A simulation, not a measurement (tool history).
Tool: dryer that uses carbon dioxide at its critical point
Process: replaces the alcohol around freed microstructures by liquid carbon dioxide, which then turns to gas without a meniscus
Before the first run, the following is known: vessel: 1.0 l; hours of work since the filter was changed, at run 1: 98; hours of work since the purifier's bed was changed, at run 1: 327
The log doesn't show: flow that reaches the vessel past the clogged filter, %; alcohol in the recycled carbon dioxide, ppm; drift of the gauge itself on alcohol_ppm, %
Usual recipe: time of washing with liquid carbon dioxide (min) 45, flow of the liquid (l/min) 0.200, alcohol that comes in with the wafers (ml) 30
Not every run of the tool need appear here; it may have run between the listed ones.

run   hour  time of washing with liquid carbon dioxide (min)  flow of the liquid (l/min)  alcohol that comes in with the wafers (ml)  hours of work since the filter was changed  hours of work since the purifier's bed was changed  alcohol left in the vessel before it's heated (ppm by volume)
  1    0.0                                                45                       0.200                                          30                                          98                                                 327                                                            112
  2   16.6                                                45                       0.200                                          30                                         111                                                 340                                                            119
  3   30.3                                                45                       0.200                                          30                                         121                                                 351                                                            121
  4   45.8                                                45                       0.200                                          30                                         134                                                 363                                                            127
  5   56.4                                                45                       0.200                                          30                                         142                                                 371                                                            126
  6   64.9                                                45                       0.200                                          30                                         148                                                 378                                                            127
  7   78.5                                                39                       0.200                                          30                                         159                                                 389                                                            148
  8   96.4                                                39                       0.200                                          30                                         173                                                 403                                                            157
  9  115.8                                                45                       0.329                                          30                                         188                                                 418                                                            129
 10  134.7                                                45                       0.329                                          30                                         203                                                 432                                                            139
 11  149.3                                                45                       0.200                                          92                                         214                                                 444                                                            168
 12  168.6                                                45                       0.200                                          30                                         230                                                 459                                                            153
 13  184.9                                                45                       0.200                                          30                                         242                                                 472                                                            158
 14  194.7                                                45                       0.317                                          30                                         250                                                 479                                                            157
 15  205.3                                                45                       0.317                                          30                                         258                                                 488                                                            162
 16  224.9                                                45                       0.317                                          30                                         274                                                 503                                                            156
 17  240.0                                                45                       0.200                                          30                                         285                                                 515                                                            180
 18  256.2                                                45                       0.200                                          30                                         298                                                 527                                                            188
 19  275.0                                                45                       0.200                                          30                                         313                                                 542                                                            184
 20  285.5                                                45                       0.200                                          30                                         321                                                 550                                                            188
 21  302.3                                                45                       0.200                                          30                                         334                                                 564                                                            197
 22  312.2                                                38                       0.128                                          90                                         342                                                 571                                                           1332
     332.2  -- purifier's bed changed
 23  334.2                                                38                       0.128                                          90                                         357                                                   2                                                           1174
 24  348.3                                                62                       0.189                                          30                                         368                                                  13                                                              9
 25  365.2                                                43                       0.200                                         101                                         381                                                  26                                                             67
 26  379.2                                                45                       0.200                                         106                                         392                                                  37                                                             57
 27  397.6                                                50                       0.190                                          30                                         406                                                  51                                                             29
     405.1  -- inlet filter changed
 28  416.1                                                41                       0.200                                          53                                           9                                                  65                                                             52
 29  424.8                                                54                       0.325                                          85                                          15                                                  72                                                             30
 30  438.6                                                45                       0.238                                          68                                          26                                                  82                                                             26
 31  451.5                                                27                       0.160                                          44                                          36                                                  92                                                            673
 32  463.1                                                38                       0.270                                          30                                          45                                                 102                                                             44
 33  474.8                                                56                       0.334                                          30                                          54                                                 111                                                             34
 34  492.7                                                56                       0.334                                          30                                          68                                                 125                                                             41
 35  501.8                                                29                       0.228                                          33                                          76                                                 132                                                            112
 36  520.0                                                35                       0.301                                          33                                          90                                                 146                                                             63
 37  537.0                                                45                       0.230                                          50                                         103                                                 159                                                             53
 38  548.0                                                32                       0.148                                          33                                         112                                                 168                                                            392

Here are 4 independent what-if runs from the current tool condition. What would each one return?
  A  561.0                                                33                       0.228                                          35                                         122                                                 178                                                              ?
  B  561.0                                                34                       0.134                                          55                                         122                                                 178                                                              ?
  C  561.0                                                31                       0.325                                          30                                         122                                                 178                                                              ?
  D  561.0                                                43                       0.207                                          30                                         122                                                 178                                                              ?

run  alcohol left in the vessel before it's heated (ppm by volume)
  A                                                             87
  B                                                            743
  C                                                             66
  D                                                             58
Without the tool's hidden state the same runs would have given:
run  alcohol left in the vessel before it's heated (ppm by volume)
  A                                                             24
  B                                                            586
  C                                                             10
  D                                                              0
